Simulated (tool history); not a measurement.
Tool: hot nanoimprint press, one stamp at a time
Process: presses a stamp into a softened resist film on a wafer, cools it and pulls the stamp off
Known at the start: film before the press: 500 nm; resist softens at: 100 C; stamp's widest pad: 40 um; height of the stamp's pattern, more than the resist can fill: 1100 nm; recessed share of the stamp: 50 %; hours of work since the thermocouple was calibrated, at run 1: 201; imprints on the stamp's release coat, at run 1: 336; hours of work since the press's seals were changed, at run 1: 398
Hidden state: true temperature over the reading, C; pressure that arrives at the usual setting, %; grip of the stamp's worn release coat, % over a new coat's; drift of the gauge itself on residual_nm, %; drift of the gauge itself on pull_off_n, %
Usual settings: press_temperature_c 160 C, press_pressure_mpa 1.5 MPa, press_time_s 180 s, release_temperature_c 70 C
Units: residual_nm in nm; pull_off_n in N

| run | hour | press_temperature_c | press_pressure_mpa | press_time_s | release_temperature_c | hours of work since the thermocouple was calibrated | imprints on the stamp's release coat | hours of work since the press's seals were changed | residual_nm | pull_off_n |
|---|---|---|---|---|---|---|---|---|---|---|
| 1 | 0 | 160 | 1.5 | 180 | 70 | 201 | 336 | 398 | 257.1 | 102.1 |
| 2 | 56.8 | 159 | 1.5 | 180 | 70 | 229 | 532 | 426 | 269.7 | 102 |
|  | 88.3 | stamp cleaned and given a new release coat |
| 3 | 96.6 | 159 | 1.5 | 180 | 70 | 246 | 29 | 442 | 268.5 | 100.9 |
| 4 | 130.1 | 160 | 1.5 | 100 | 70 | 262 | 145 | 459 | 305 | 102.2 |
|  | 164 | plate thermocouple calibrated |
| 5 | 189.3 | 160 | 1.5 | 98 | 70 | 12 | 339 | 487 | 306.9 | 101.8 |
| 6 | 228.6 | 160 | 1.5 | 98 | 70 | 32 | 475 | 506 | 307.3 | 102.2 |
|  | 275.9 | stamp cleaned and given a new release coat |
| 7 | 304.4 | 160 | 1.5 | 98 | 70 | 66 | 98 | 540 | 307.4 | 101.6 |
| 8 | 336.9 | 160 | 1.5 | 98 | 70 | 82 | 211 | 556 | 307.4 | 100.8 |
| 9 | 401.3 | 160 | 1.85 | 98 | 70 | 114 | 433 | 588 | 279.2 | 101.9 |
|  | 464.3 | stamp cleaned and given a new release coat |
| 10 | 485.8 | 160 | 1.85 | 98 | 70 | 153 | 74 | 627 | 279.1 | 100.7 |
| 11 | 537.2 | 150 | 1.11 | 298 | 70 | 178 | 252 | 652 | 397.2 | 101.7 |
| 12 | 577.8 | 150 | 1.11 | 298 | 70 | 198 | 392 | 672 | 395.7 | 102.3 |
|  | 651.9 | stamp cleaned and given a new release coat |
| 13 | 655.5 | 160 | 1.5 | 180 | 68 | 233 | 12 | 707 | 257 | 107.9 |
| 14 | 732.5 | 160 | 1.5 | 180 | 68 | 271 | 278 | 745 | 256.8 | 107.2 |
|  | 746.3 | plate thermocouple calibrated |
| 15 | 801.1 | 160 | 1.5 | 180 | 78 | 27 | 505 | 778 | 255.4 | 80 |
|  | 838.8 | stamp cleaned and given a new release coat |
| 16 | 838.8 | 155 | 0.91 | 94 | 63 | 43 | 0 | 793 | 432.3 | 119.7 |
| 17 | 915.3 | 150 | 1.37 | 180 | 75 | 80 | 264 | 831 | 407.4 | 88.1 |
| 18 | 948.4 | 160 | 1.5 | 299 | 70 | 97 | 378 | 847 | 218.4 | 102.8 |
| 19 | 1009.5 | 160 | 1.04 | 281 | 70 | 127 | 589 | 877 | 267.8 | 101.5 |
|  | 1023.3 | stamp cleaned and given a new release coat |
| 20 | 1078.8 | 160 | 2.13 | 180 | 73 | 158 | 192 | 909 | 213.9 | 94.3 |

Forecast each of these 3 alternatives for the next run:
| A | 1113.6 | 160 | 2.37 | 287 | 77 | 175 | 313 | 926 | ? | ? |
| B | 1113.6 | 160 | 2.13 | 147 | 73 | 175 | 313 | 926 | ? | ? |
| C | 1113.6 | 160 | 1.37 | 168 | 58 | 175 | 313 | 926 | ? | ? |

| run | residual_nm | pull_off_n |
|---|---|---|
| A | 169.4 | 82.4 |
| B | 228.1 | 93.4 |
| C | 275 | 134.7 |
Without the tool's hidden state the same runs would have given:
| run | residual_nm | pull_off_n |
|---|---|---|
| A | 169 | 82.2 |
| B | 227.7 | 93.2 |
| C | 274.6 | 134.4 |
